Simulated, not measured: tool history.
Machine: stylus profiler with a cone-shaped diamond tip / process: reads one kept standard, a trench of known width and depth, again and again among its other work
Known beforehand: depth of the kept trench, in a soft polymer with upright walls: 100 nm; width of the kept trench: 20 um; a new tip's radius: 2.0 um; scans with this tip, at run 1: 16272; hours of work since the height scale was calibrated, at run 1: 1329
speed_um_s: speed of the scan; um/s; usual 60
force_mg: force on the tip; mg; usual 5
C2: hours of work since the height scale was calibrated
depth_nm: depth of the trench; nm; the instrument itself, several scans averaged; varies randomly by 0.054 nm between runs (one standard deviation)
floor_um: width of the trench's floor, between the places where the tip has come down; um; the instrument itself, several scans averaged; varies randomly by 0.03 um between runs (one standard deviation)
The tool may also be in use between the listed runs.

{"run": 1, "day": 0.0, "speed_um_s": 60, "force_mg": 5, "scans with this tip": 16272, "C2": 1329, "depth_nm": 101.4, "floor_um": 17.97}
{"run": 2, "day": 3.571, "speed_um_s": 60, "force_mg": 5, "scans with this tip": 16534, "C2": 1385, "depth_nm": 101.38, "floor_um": 17.91}
{"run": 3, "day": 6.075, "speed_um_s": 85, "force_mg": 5, "scans with this tip": 16718, "C2": 1423, "depth_nm": 101.44, "floor_um": 17.82}
{"run": 4, "day": 11.421, "speed_um_s": 60, "force_mg": 5, "scans with this tip": 17111, "C2": 1506, "depth_nm": 101.27, "floor_um": 17.93}
{"run": 5, "day": 14.683, "speed_um_s": 60, "force_mg": 5, "scans with this tip": 17351, "C2": 1557, "depth_nm": 101.22, "floor_um": 17.96}
{"run": 6, "day": 19.371, "speed_um_s": 60, "force_mg": 2.69, "scans with this tip": 17696, "C2": 1629, "depth_nm": 100.65, "floor_um": 17.88}
{"run": 7, "day": 22.788, "speed_um_s": 60, "force_mg": 2.69, "scans with this tip": 17947, "C2": 1682, "depth_nm": 100.52, "floor_um": 17.85}
{"run": 8, "day": 27.217, "speed_um_s": 60, "force_mg": 5, "scans with this tip": 18273, "C2": 1751, "depth_nm": 101.23, "floor_um": 17.9}
{"run": 9, "day": 29.804, "speed_um_s": 215, "force_mg": 5, "scans with this tip": 18463, "C2": 1791, "depth_nm": 101.25, "floor_um": 17.34}
{"run": 10, "day": 32.533, "speed_um_s": 17, "force_mg": 4.78, "scans with this tip": 18664, "C2": 1833, "depth_nm": 101.11, "floor_um": 17.99}
{"day": 32.829, "done": "height scale calibrated on a step standard"}
{"run": 11, "day": 36.462, "speed_um_s": 62, "force_mg": 8.13, "scans with this tip": 18951, "C2": 56, "depth_nm": 101.61, "floor_um": 17.9}
{"run": 12, "day": 41.362, "speed_um_s": 17, "force_mg": 10.33, "scans with this tip": 19311, "C2": 132, "depth_nm": 102.13, "floor_um": 18.05}
{"run": 13, "day": 45.558, "speed_um_s": 46, "force_mg": 4.22, "scans with this tip": 19620, "C2": 197, "depth_nm": 100.65, "floor_um": 17.94}
{"day": 49.588, "done": "height scale calibrated on a step standard, once more"}
{"run": 14, "day": 49.588, "speed_um_s": 19, "force_mg": 4.22, "scans with this tip": 19915, "C2": 0, "depth_nm": 101.73, "floor_um": 17.99}
{"run": 15, "day": 55.1, "speed_um_s": 85, "force_mg": 12.82, "scans with this tip": 20320, "C2": 85, "depth_nm": 103.62, "floor_um": 17.82}
{"run": 16, "day": 57.696, "speed_um_s": 43, "force_mg": 3.77, "scans with this tip": 20511, "C2": 125, "depth_nm": 101.6, "floor_um": 17.81}
{"run": 17, "day": 60.779, "speed_um_s": 200, "force_mg": 2.43, "scans with this tip": 20738, "C2": 173, "depth_nm": 101.1, "floor_um": 16.96}

How the hidden state differs across the entries between the runs, from the last listed run before each to the first after it:
Between runs 10 and 11: height scale calibrated on a step standard (day 32.829)
  radius of the tip, um: 4.52 -> 4.55; height scale over the true one, %: -0.747 -> -1.037
  measured value less the no-hidden-state value, depth_nm: -0.76 -> -1.07 nm; floor_um: -0.64 -> -0.65 um
Between runs 13 and 14: height scale calibrated on a step standard, once more (day 49.588)
  radius of the tip, um: 4.65 -> 4.69; height scale over the true one, %: -1.09 -> 0.004
  measured value less the no-hidden-state value, depth_nm: -1.11 -> +0 nm; floor_um: -0.67 -> -0.67 um
